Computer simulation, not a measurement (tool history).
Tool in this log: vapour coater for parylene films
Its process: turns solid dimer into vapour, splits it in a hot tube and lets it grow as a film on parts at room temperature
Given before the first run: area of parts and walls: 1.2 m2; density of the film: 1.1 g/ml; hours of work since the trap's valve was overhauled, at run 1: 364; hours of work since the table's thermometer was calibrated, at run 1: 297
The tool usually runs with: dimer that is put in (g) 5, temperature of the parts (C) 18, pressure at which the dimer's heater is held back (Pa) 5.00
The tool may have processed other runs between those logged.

run	day	dimer that is put in (g)	temperature of the parts (C)	pressure at which the dimer's heater is held back (Pa)	hours of work since the trap's valve was overhauled	hours of work since the table's thermometer was calibrated	thickness of the film (µm)
1	0.000	5	18	5.00	364	297	2.38
2	0.500	5	18	5.00	372	305	2.39
3	1.275	5	18	5.00	385	318	2.37
4	1.679	5	18	5.00	392	325	2.36
5	2.346	5	18	5.00	403	336	2.33
6	3.012	5	18	5.00	414	347	2.37
7	3.583	5	18	5.00	424	357	2.38
8	4.254	5	18	5.00	435	368	2.35
9	4.725	5	18	5.00	443	376	2.37
10	5.504	5	18	5.00	456	389	2.37
# day 5.729: trap's valve overhauled
11	6.362	5	12	5.00	11	401	2.93
12	6.983	5	12	5.00	21	411	2.95
# day 7.379: trap's valve overhauled, once more
13	7.708	5	12	5.00	6	420	3.11
14	8.383	4	18	3.65	17	432	2.07
15	9.050	4	14	2.16	28	443	2.62
16	9.442	4	14	2.16	35	450	2.63
17	10.079	4	14	2.16	45	460	2.64
18	10.779	5	23	5.00	57	472	1.96
19	11.604	5	23	5.00	71	486	1.97
20	12.292	5	23	5.00	82	497	1.99
21	12.788	4	16	5.00	91	506	2.12
22	13.538	5	11	2.78	103	518	3.55

For some of the steps in thickness of the film (µm) from one run to the next: how much would appear even if the tool had no hidden state, given the settings, what came in and random variation, and how much remains for the hidden state plus any gauge scatter that the measured result and the result without hidden state don't share?
The tool's hidden condition here consists of: vapour lost through the trap's worn valve, %; true temperature of the parts over the reading, C; drift of the gauge itself on film_um, %.
Run 10 -> 11: temperature of the parts (C) 18 -> 12, trap's valve overhauled. thickness of the film (µm) +0.56: hidden state -0.09, all else +0.65.
Run 12 -> 13: trap's valve overhauled, once more. thickness of the film (µm) +0.16: hidden state +0.17, all else -0.01.
Run 13 -> 14: dimer that is put in (g) 5 -> 4, temperature of the parts (C) 12 -> 18, pressure at which the dimer's heater is held back (Pa) 5.00 -> 3.65. thickness of the film (µm) -1.04: hidden state +0.00, all else -1.04.
Run 21 -> 22: dimer that is put in (g) 4 -> 5, temperature of the parts (C) 16 -> 11, pressure at which the dimer's heater is held back (Pa) 5.00 -> 2.78. thickness of the film (µm) +1.43: hidden state +0.00, all else +1.43.
